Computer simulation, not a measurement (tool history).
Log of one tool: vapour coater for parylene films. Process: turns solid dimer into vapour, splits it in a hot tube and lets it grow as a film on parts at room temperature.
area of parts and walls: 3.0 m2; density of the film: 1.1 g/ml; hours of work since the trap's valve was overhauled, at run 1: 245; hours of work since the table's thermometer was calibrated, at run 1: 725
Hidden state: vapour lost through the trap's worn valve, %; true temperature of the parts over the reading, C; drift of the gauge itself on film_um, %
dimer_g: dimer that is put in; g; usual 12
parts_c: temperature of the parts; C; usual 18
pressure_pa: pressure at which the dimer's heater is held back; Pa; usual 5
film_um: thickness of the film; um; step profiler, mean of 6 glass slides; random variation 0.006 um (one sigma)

run	hour	dimer_g	parts_c	pressure_pa	hours of work since the trap's valve was overhauled	hours of work since the table's thermometer was calibrated	film_um
1	0	12	18	5	245	725	2.408
2	37.8	12	18	11.27	263	744	2.091
3	100.8	8	18	5	293	774	1.614
4	185.1	8	18	5	334	814	1.611
5	270	8	18	5	374	855	1.608
6	336.2	8	18	5	406	887	1.617
7	382	8	18	5	428	909	1.608
# hour 417.4: table's thermometer calibrated
# hour 454.1: trap's valve overhauled
8	462.2	8	18	5	4	20	1.613
9	531.3	18	24	8.3	37	53	2.722
10	613.6	18	24	4.35	76	92	3.079
11	696.4	7	22	3.89	116	132	1.295
12	739.6	7	22	3.89	137	153	1.312
13	806.6	7	22	3.56	169	185	1.317
14	859.6	12	16	5	194	210	2.583
15	932.4	12	16	5	229	245	2.576
16	1001	12	16	5	262	278	2.58

How the hidden state differs across the entries between the runs, from the last listed run before each to the first after it:
Between runs 7 and 8: table's thermometer calibrated (hour 417.4); trap's valve overhauled (hour 454.1)
  vapour lost through the trap's worn valve, %: 0.2 -> 0; true temperature of the parts over the reading, C: -0.01 -> 0

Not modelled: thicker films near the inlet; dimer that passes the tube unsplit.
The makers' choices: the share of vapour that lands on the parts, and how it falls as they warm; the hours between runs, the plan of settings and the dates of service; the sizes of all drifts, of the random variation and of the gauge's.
